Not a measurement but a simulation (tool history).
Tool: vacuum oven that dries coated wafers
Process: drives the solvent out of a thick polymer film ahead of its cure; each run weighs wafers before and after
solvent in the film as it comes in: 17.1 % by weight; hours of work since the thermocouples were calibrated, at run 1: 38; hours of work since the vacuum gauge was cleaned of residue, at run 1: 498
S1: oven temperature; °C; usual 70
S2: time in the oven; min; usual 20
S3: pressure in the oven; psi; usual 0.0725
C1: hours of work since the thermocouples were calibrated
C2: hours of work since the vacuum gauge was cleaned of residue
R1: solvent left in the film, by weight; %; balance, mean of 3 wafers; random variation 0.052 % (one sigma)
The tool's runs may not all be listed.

| run | hour | S1 | S2 | S3 | C1 | C2 | R1 |
|---|---|---|---|---|---|---|---|
| 1 | 0 | 70 | 20 | 0.0725 | 38 | 498 | 1.75 |
| 2 | 17.8 | 70 | 20 | 0.0725 | 48 | 508 | 1.74 |
| 3 | 26.6 | 70 | 20 | 0.0725 | 53 | 513 | 1.68 |
| 4 | 39.7 | 58 | 20 | 0.0725 | 61 | 520 | 5.86 |
| 5 | 49.1 | 58 | 20 | 0.0725 | 66 | 526 | 6.06 |
| 6 | 65.7 | 58 | 20 | 0.0725 | 76 | 535 | 6.06 |
| 7 | 77.5 | 58 | 20 | 0.0725 | 82 | 542 | 5.97 |
| 8 | 92.3 | 60 | 20 | 0.0725 | 91 | 551 | 5.15 |
| 9 | 107.8 | 60 | 20 | 0.0725 | 100 | 560 | 5.2 |
|  | 111.2 | vacuum gauge cleaned of residue and calibrated |
| 10 | 124.6 | 70 | 20 | 0.0725 | 109 | 8 | 1.88 |
| 11 | 142.9 | 70 | 20 | 0.0725 | 119 | 18 | 1.88 |
|  | 161 | vacuum gauge cleaned of residue and calibrated, once more |
| 12 | 164.7 | 70 | 20 | 0.0725 | 131 | 2 | 1.49 |
| 13 | 181.1 | 70 | 20 | 0.0725 | 140 | 12 | 1.52 |
| 14 | 193.8 | 75 | 20 | 0.0725 | 148 | 19 | 0.81 |
| 15 | 203.4 | 75 | 20 | 0.0725 | 153 | 24 | 0.8 |
| 16 | 223.4 | 75 | 21 | 0.0725 | 165 | 36 | 0.73 |
| 17 | 236 | 75 | 21 | 0.0725 | 172 | 43 | 0.7 |
| 18 | 251.7 | 69 | 27 | 0.0542 | 181 | 52 | 0.92 |
| 19 | 268.5 | 63 | 20 | 0.0476 | 191 | 62 | 3.43 |
| 20 | 286.2 | 63 | 20 | 0.0476 | 201 | 72 | 3.57 |
| 21 | 297.1 | 63 | 35 | 0.0721 | 207 | 78 | 1.82 |
| 22 | 314.7 | 75 | 35 | 0.0721 | 217 | 89 | 0.51 |
| 23 | 328.7 | 77 | 12 | 0.097 | 225 | 97 | 1.45 |
| 24 | 346.5 | 77 | 12 | 0.097 | 236 | 107 | 1.62 |
| 25 | 366.9 | 77 | 12 | 0.097 | 247 | 119 | 1.55 |
| 26 | 380.5 | 77 | 12 | 0.097 | 255 | 126 | 1.54 |
| 27 | 389.4 | 60 | 20 | 0.0944 | 260 | 132 | 5.3 |
| 28 | 409.1 | 75 | 22 | 0.0944 | 272 | 143 | 0.85 |
| 29 | 428.2 | 73 | 19 | 0.1632 | 283 | 154 | 1.9 |
| 30 | 447.6 | 67 | 12 | 0.1439 | 294 | 165 | 5.1 |

Forecast each of these 5 alternatives for the next run:
| A | 469 | 82 | 35 | 0.1571 | 306 | 177 | ? |
| B | 469 | 70 | 20 | 0.0963 | 306 | 177 | ? |
| C | 469 | 73 | 28 | 0.0529 | 306 | 177 | ? |
| D | 469 | 78 | 12 | 0.1771 | 306 | 177 | ? |
| E | 469 | 83 | 12 | 0.1439 | 306 | 177 | ? |

| run | R1 |
|---|---|
| A | 0.9 |
| B | 1.84 |
| C | 0.65 |
| D | 1.9 |
| E | 1.06 |
Without the tool's hidden state the same runs would have given:
| run | R1 |
|---|---|
| A | 0.84 |
| B | 1.65 |
| C | 0.56 |
| D | 1.75 |
| E | 0.97 |
